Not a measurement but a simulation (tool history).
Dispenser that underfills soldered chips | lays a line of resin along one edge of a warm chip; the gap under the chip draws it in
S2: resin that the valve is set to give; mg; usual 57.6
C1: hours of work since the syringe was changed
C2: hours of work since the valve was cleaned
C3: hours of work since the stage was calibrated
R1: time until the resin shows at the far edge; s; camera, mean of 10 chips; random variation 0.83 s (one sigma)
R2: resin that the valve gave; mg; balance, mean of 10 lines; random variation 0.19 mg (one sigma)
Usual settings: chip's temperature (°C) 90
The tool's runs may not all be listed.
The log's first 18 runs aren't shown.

Run 19, hour 67.4: usual settings; C1 4; C2 26; C3 57. Result: R1 89.8 s, R2 56.56 mg.
Run 20, hour 70.9: usual settings but chip's temperature (°C) 92, S2 49.8 mg; C1 6; C2 29; C3 59. Result: R1 91.9 s, R2 48.3 mg.
At hour 73.2: new syringe of resin.
Run 21, hour 76.3: usual settings but chip's temperature (°C) 92, S2 65.1 mg; C1 2; C2 32; C3 62. Result: R1 76.1 s, R2 63.55 mg.
Run 22, hour 79.6: usual settings but chip's temperature (°C) 76, S2 51.9 mg; C1 4; C2 34; C3 65. Result: R1 168.6 s, R2 50.64 mg.
Run 23, hour 81.9: usual settings but chip's temperature (°C) 99, S2 65.6 mg; C1 6; C2 36; C3 66. Result: R1 65.8 s, R2 64.15 mg.
At hour 85.2: new syringe of resin.
Run 24, hour 87.5: usual settings but chip's temperature (°C) 97, S2 58.2 mg; C1 2; C2 39; C3 70. Result: R1 61.3 s, R2 56.51 mg.
Run 25, hour 92.3: usual settings but chip's temperature (°C) 93, S2 65.8 mg; C1 5; C2 42; C3 73. Result: R1 80.8 s, R2 63.76 mg.
Run 26, hour 94.8: usual settings but chip's temperature (°C) 75, S2 66.2 mg; C1 6; C2 44; C3 74. Result: R1 187.1 s, R2 63.7 mg.
At hour 97: new syringe of resin.
Run 27, hour 99.3: usual settings but chip's temperature (°C) 75, S2 66.2 mg; C1 2; C2 46; C3 77. Result: R1 156.3 s, R2 63.6 mg.
Run 28, hour 104.8: usual settings but chip's temperature (°C) 81, S2 54.2 mg; C1 5; C2 50; C3 81. Result: R1 140 s, R2 52.19 mg.
Run 29, hour 107.8: usual settings but chip's temperature (°C) 93, S2 61.8 mg; C1 7; C2 52; C3 83. Result: R1 88.3 s, R2 59.12 mg.
At hour 109: new syringe of resin.
Run 30, hour 112.8: usual settings but chip's temperature (°C) 93, S2 61.8 mg; C1 2; C2 55; C3 86. Result: R1 73.4 s, R2 59.2 mg.
Run 31, hour 116.9: usual settings but chip's temperature (°C) 85, S2 68.9 mg; C1 5; C2 58; C3 88. Result: R1 112.9 s, R2 65.91 mg.
At hour 121: new syringe of resin.
Run 32, hour 122: usual settings but chip's temperature (°C) 87, S2 60.5 mg; C1 1; C2 61; C3 91. Result: R1 86.4 s, R2 57.7 mg.
Run 33, hour 127: usual settings but chip's temperature (°C) 85, S2 55.9 mg; C1 4; C2 64; C3 95. Result: R1 107.5 s, R2 53.16 mg.
Run 34, hour 131.6: usual settings but chip's temperature (°C) 89, S2 59 mg; C1 7; C2 67; C3 98. Result: R1 100.7 s, R2 55.81 mg.
At hour 133: new syringe of resin.
Run 35, hour 135.9: usual settings but chip's temperature (°C) 89, S2 59 mg; C1 2; C2 70; C3 100. Result: R1 86.3 s, R2 55.53 mg.
Run 36, hour 139.6: usual settings but chip's temperature (°C) 94, S2 72.3 mg; C1 4; C2 72; C3 103. Result: R1 76.8 s, R2 67.99 mg.

4 ways to go on from here, each from the tool as it stands after run 36. What would each give?
Run A, hour 143.4: usual settings but chip's temperature (°C) 103, S2 51.8 mg; C1 7; C2 75; C3 105. Result: R1 ?, R2 ?.
Run B, hour 143.4: usual settings but chip's temperature (°C) 95, S2 68 mg; C1 7; C2 75; C3 105. Result: R1 ?, R2 ?.
Run C, hour 143.4: usual settings but chip's temperature (°C) 94, S2 67.4 mg; C1 7; C2 75; C3 105. Result: R1 ?, R2 ?.
Run D, hour 143.4: usual settings but chip's temperature (°C) 79, S2 57.9 mg; C1 7; C2 75; C3 105. Result: R1 ?, R2 ?.

run     R1     R2
  A   60.2  48.81
  B   82.5  64.25
  C   83.9  63.39
  D  161.6  54.49
Without the tool's hidden state the same runs would have given:
run     R1     R2
  A   45.9   51.8
  B   63.5  68.18
  C   64.6  67.28
  D  124.1  57.82
